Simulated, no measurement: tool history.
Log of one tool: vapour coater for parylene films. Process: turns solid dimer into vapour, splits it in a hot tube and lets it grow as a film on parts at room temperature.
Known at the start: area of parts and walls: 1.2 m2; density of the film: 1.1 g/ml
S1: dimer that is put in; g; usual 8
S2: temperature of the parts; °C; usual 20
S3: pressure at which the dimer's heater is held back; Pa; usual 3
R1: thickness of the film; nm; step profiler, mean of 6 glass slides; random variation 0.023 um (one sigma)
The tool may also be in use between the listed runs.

{"run": 1, "hour": 0.0, "S1": 8, "S2": 20, "S3": 3, "R1": 3510}
{"run": 2, "hour": 39.1, "S1": 8, "S2": 20, "S3": 6.88, "R1": 3010}
{"run": 3, "hour": 73.5, "S1": 8, "S2": 23, "S3": 6.88, "R1": 2850}
{"run": 4, "hour": 91.0, "S1": 8, "S2": 20, "S3": 3, "R1": 3550}
{"run": 5, "hour": 125.9, "S1": 8, "S2": 20, "S3": 3, "R1": 3480}
{"run": 6, "hour": 151.5, "S1": 8, "S2": 20, "S3": 3, "R1": 3490}
{"hour": 161.9, "done": "trap's valve overhauled"}
{"hour": 175.0, "done": "table's thermometer calibrated"}
{"run": 7, "hour": 194.5, "S1": 8, "S2": 32, "S3": 3, "R1": 2900}
{"run": 8, "hour": 234.6, "S1": 11, "S2": 20, "S3": 3, "R1": 5100}
{"run": 9, "hour": 274.7, "S1": 9, "S2": 20, "S3": 3, "R1": 4210}
{"run": 10, "hour": 297.1, "S1": 8, "S2": 20, "S3": 4.23, "R1": 3490}
{"run": 11, "hour": 321.0, "S1": 11, "S2": 20, "S3": 4.23, "R1": 4850}
{"run": 12, "hour": 346.2, "S1": 8, "S2": 20, "S3": 5.12, "R1": 3410}
{"run": 13, "hour": 380.0, "S1": 8, "S2": 20, "S3": 5.12, "R1": 3400}

Forecast each of these 5 alternatives for the next run:
{"run": "A", "hour": 419.3, "S1": 8, "S2": 14, "S3": 5.12, "R1": "?"}
{"run": "B", "hour": 419.3, "S1": 3, "S2": 18, "S3": 3.47, "R1": "?"}
{"run": "C", "hour": 419.3, "S1": 12, "S2": 12, "S3": 8.56, "R1": "?"}
{"run": "D", "hour": 419.3, "S1": 14, "S2": 23, "S3": 3.44, "R1": "?"}
{"run": "E", "hour": 419.3, "S1": 3, "S2": 20, "S3": 3, "R1": "?"}

run=A R1=3780
run=B R1=1410
run=C R1=5480
run=D R1=5920
run=E R1=1380
Without the tool's hidden state the same runs would have given:
run=A R1=3830
run=B R1=1420
run=C R1=5550
run=D R1=5990
run=E R1=1400
